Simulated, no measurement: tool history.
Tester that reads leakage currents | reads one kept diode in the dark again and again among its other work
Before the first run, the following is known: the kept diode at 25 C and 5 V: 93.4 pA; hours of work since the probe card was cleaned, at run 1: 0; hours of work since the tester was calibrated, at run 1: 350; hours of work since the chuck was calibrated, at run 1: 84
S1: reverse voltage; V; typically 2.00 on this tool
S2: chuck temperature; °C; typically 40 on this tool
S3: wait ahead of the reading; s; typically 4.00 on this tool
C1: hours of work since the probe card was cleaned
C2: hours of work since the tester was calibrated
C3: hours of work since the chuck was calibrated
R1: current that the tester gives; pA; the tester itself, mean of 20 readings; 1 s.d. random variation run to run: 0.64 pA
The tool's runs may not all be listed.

run    hour    S1  S2    S3   C1    C2   C3      R1
  1     0.0  2.00  40  4.00    0   350   84  211.42
  2   128.1  2.00  40  4.00   52   401  135  212.75
  3   219.0  2.00  40  4.00   88   438  172  213.17
  4   310.4  2.00  40  4.00  125   475  208  214.91
  5   425.2  2.00  40  4.00  171   521  255  216.48
  6   615.9  2.00  40  4.00  248   598  331  218.33
  7   784.5  2.00  31  4.00  316   665  399  112.50
  8   877.6  2.00  31  4.00  353   703  437  112.34
  9   954.9  2.00  31  4.00  384   734  468  114.26
 10  1074.2  2.00  40  4.00  432   782  516  224.32
 11  1167.3  2.00  40  4.00  470   819  553  224.77
 12  1313.8  2.00  40  4.00  529   878  612  226.52
 13  1452.7  2.00  40  4.00  584   934  668  228.79
     1560.4  -- chuck's temperature calibrated
 14  1589.2  4.68  40  4.00  639   988   12  329.23
 15  1687.7  2.00  40  4.00  678  1028   51  244.04
 16  1826.5  2.00  21  4.00  734  1084  107   57.83
 17  1946.3  2.00  21  4.00  782  1132  155   58.20
 18  2025.3  2.00  57  4.00  814  1164  187  787.70
 19  2137.6  2.00  40  4.00  859  1209  232  249.23
 20  2244.5  2.00  44  4.00  902  1252  275  332.61
 21  2345.0  6.89  40  4.00  943  1292  316  393.07

For run 22, what comes out?
 22  2423.4  1.86  36  8.44  974  1324  347   ?

Logged for run 22: R1 185.13 pA.
Were there no unlogged condition in the tool, this run, its random variation unchanged, would have produced R1 153.87 pA.
